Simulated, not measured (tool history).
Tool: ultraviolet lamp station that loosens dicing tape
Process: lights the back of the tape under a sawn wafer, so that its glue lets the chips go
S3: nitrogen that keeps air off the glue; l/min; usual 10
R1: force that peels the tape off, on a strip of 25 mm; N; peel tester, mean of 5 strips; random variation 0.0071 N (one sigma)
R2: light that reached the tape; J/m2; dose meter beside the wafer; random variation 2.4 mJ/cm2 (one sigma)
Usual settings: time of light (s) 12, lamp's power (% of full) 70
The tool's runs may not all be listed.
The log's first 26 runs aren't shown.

Run 27, hour 560.5: usual settings but time of light (s) 13, lamp's power (% of full) 66, S3 14 l/min. Result: R1 0.527 N, R2 1660 J/m2.
Run 28, hour 582.6: usual settings but time of light (s) 22, S3 4 l/min. Result: R1 0.317 N, R2 2950 J/m2.
Run 29, hour 601.1: usual settings but lamp's power (% of full) 99. Result: R1 0.345 N, R2 2260 J/m2.
Run 30, hour 625.1: usual settings but time of light (s) 14, lamp's power (% of full) 78, S3 4 l/min. Result: R1 0.604 N, R2 2070 J/m2.
Run 31, hour 642.5: usual settings but time of light (s) 9. Result: R1 1.105 N, R2 1190 J/m2.
Run 32, hour 658.3: usual settings but time of light (s) 9. Result: R1 1.042 N, R2 1150 J/m2.
Run 33, hour 674.8: usual settings but time of light (s) 9, S3 15 l/min. Result: R1 0.964 N, R2 1190 J/m2.
Run 34, hour 688: usual settings but time of light (s) 9, S3 15 l/min. Result: R1 0.952 N, R2 1160 J/m2.
Run 35, hour 711.5: usual settings but time of light (s) 10, lamp's power (% of full) 68, S3 8 l/min. Result: R1 1.063 N, R2 1230 J/m2.
Run 36, hour 737.2: usual settings but lamp's power (% of full) 63. Result: R1 0.813 N, R2 1340 J/m2.
Run 37, hour 749.8: usual settings but time of light (s) 23, lamp's power (% of full) 87. Result: R1 0.172 N, R2 3610 J/m2.
Run 38, hour 766.3: usual settings but time of light (s) 14, S3 5 l/min. Result: R1 0.765 N, R2 1720 J/m2.
At hour 775.8: window cleaned of glue's vapour.
Run 39, hour 783.7: usual settings but lamp's power (% of full) 73. Result: R1 0.638 N, R2 1620 J/m2.
At hour 800.9: lamp changed.
Run 40, hour 800.9: usual settings but lamp's power (% of full) 73. Result: R1 0.252 N, R2 2710 J/m2.
Run 41, hour 818.2: usual settings but time of light (s) 7. Result: R1 0.714 N, R2 1480 J/m2.
Run 42, hour 840.9: usual settings but lamp's power (% of full) 77, S3 15 l/min. Result: R1 0.197 N, R2 2820 J/m2.

4 ways to go on from here, each from the tool as it stands after run 42. What would each give?
Run A, hour 855.3: usual settings but S3 20 l/min. Result: R1 ?, R2 ?.
Run B, hour 855.3: usual settings but lamp's power (% of full) 78. Result: R1 ?, R2 ?.
Run C, hour 855.3: usual settings but lamp's power (% of full) 77, S3 4 l/min. Result: R1 ?, R2 ?.
Run D, hour 855.3: usual settings but time of light (s) 9, lamp's power (% of full) 77, S3 19 l/min. Result: R1 ?, R2 ?.

run     R1    R2
  A  0.226  2540
  B  0.228  2860
  C  0.346  2840
  D  0.304  2120
Without the tool's hidden state the same runs would have given:
run     R1    R2
  A  0.213  2660
  B  0.214  2990
  C  0.319  2970
  D  0.281  2220
